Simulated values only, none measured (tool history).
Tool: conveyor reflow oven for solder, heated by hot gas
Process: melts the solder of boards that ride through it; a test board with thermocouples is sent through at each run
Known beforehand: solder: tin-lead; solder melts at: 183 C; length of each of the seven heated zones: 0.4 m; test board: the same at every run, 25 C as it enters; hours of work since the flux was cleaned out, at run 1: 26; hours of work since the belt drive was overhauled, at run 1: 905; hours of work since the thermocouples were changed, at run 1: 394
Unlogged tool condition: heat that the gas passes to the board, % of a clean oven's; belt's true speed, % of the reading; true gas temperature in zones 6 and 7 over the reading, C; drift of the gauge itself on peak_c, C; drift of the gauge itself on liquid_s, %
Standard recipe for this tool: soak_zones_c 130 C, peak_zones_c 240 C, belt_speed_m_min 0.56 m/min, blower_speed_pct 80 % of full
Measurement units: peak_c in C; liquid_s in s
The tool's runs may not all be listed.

| run | hour | soak_zones_c | peak_zones_c | belt_speed_m_min | blower_speed_pct | hours of work since the flux was cleaned out | hours of work since the belt drive was overhauled | hours of work since the thermocouples were changed | peak_c | liquid_s |
|---|---|---|---|---|---|---|---|---|---|---|
| 1 | 0 | 130 | 240 | 0.56 | 80 | 26 | 905 | 394 | 219.8 | 65 |
| 2 | 48.2 | 130 | 240 | 0.56 | 80 | 55 | 933 | 422 | 219.7 | 64.2 |
| 3 | 85.2 | 130 | 240 | 0.56 | 80 | 77 | 955 | 444 | 219.5 | 63.1 |
| 4 | 147.2 | 130 | 240 | 0.56 | 80 | 114 | 992 | 481 | 219.7 | 63.8 |
|  | 206.5 | belt drive overhauled, speed set with a stopwatch |
| 5 | 206.5 | 130 | 240 | 0.56 | 80 | 147 | 0 | 514 | 218.6 | 64.7 |
| 6 | 272.8 | 130 | 240 | 0.56 | 80 | 186 | 39 | 554 | 219.8 | 63.9 |
|  | 338.8 | belt drive overhauled, speed set with a stopwatch, once more |
| 7 | 340.3 | 130 | 240 | 0.657 | 80 | 224 | 1 | 591 | 210.5 | 43.8 |
| 8 | 386.5 | 130 | 243 | 0.56 | 80 | 251 | 28 | 619 | 220.3 | 63.1 |
| 9 | 427.7 | 130 | 240 | 0.56 | 76 | 276 | 53 | 643 | 215.6 | 59.3 |
| 10 | 490.5 | 130 | 240 | 0.478 | 80 | 313 | 90 | 681 | 223.2 | 77 |
| 11 | 528 | 130 | 240 | 0.56 | 80 | 336 | 113 | 703 | 217.5 | 59.4 |
| 12 | 593.9 | 130 | 240 | 0.56 | 80 | 375 | 152 | 742 | 216.7 | 58.7 |
|  | 652.6 | flux residue cleaned out of gas plates and filters |
| 13 | 674.7 | 130 | 240 | 0.56 | 80 | 13 | 197 | 787 | 220.6 | 63.2 |
| 14 | 738.7 | 130 | 240 | 0.56 | 80 | 51 | 235 | 825 | 219.9 | 64 |
|  | 804.7 | thermocouples of zones 6 and 7 changed |
| 15 | 822 | 130 | 240 | 0.56 | 80 | 100 | 283 | 10 | 217.9 | 60.4 |
| 16 | 896 | 144 | 239 | 0.663 | 57 | 144 | 327 | 54 | 205.6 | 42.4 |
| 17 | 948.5 | 130 | 232 | 0.492 | 82 | 175 | 358 | 86 | 216.2 | 68.3 |
| 18 | 1002.9 | 142 | 232 | 0.573 | 85 | 207 | 391 | 118 | 212.3 | 60 |
| 19 | 1083.9 | 130 | 245 | 0.584 | 80 | 255 | 439 | 166 | 218.5 | 59.2 |
| 20 | 1153.9 | 123 | 245 | 0.584 | 62 | 297 | 481 | 208 | 210.5 | 48.9 |
| 21 | 1232 | 117 | 231 | 0.455 | 62 | 343 | 527 | 254 | 209.2 | 60 |
| 22 | 1283.6 | 137 | 234 | 0.597 | 77 | 374 | 558 | 285 | 209 | 51.5 |
|  | 1345.3 | flux residue cleaned out of gas plates and filters |
| 23 | 1378.1 | 137 | 234 | 0.597 | 77 | 20 | 611 | 338 | 213.3 | 56 |
| 24 | 1442.1 | 131 | 235 | 0.566 | 77 | 58 | 649 | 376 | 214.2 | 57.7 |
| 25 | 1504.8 | 131 | 235 | 0.566 | 77 | 95 | 686 | 413 | 213.4 | 58.6 |
| 26 | 1567.5 | 131 | 235 | 0.566 | 77 | 132 | 724 | 451 | 213.7 | 57.5 |

What will run 27 give?
| 27 | 1623.2 | 139 | 241 | 0.56 | 80 | 165 | 757 | 484 | ? | ? |

peak_c: 222 C
liquid_s: 68.2 s
Were there no unlogged condition in the tool, this run, its random variation unchanged, would have produced peak_c 222.3 C, liquid_s 67.3 s.
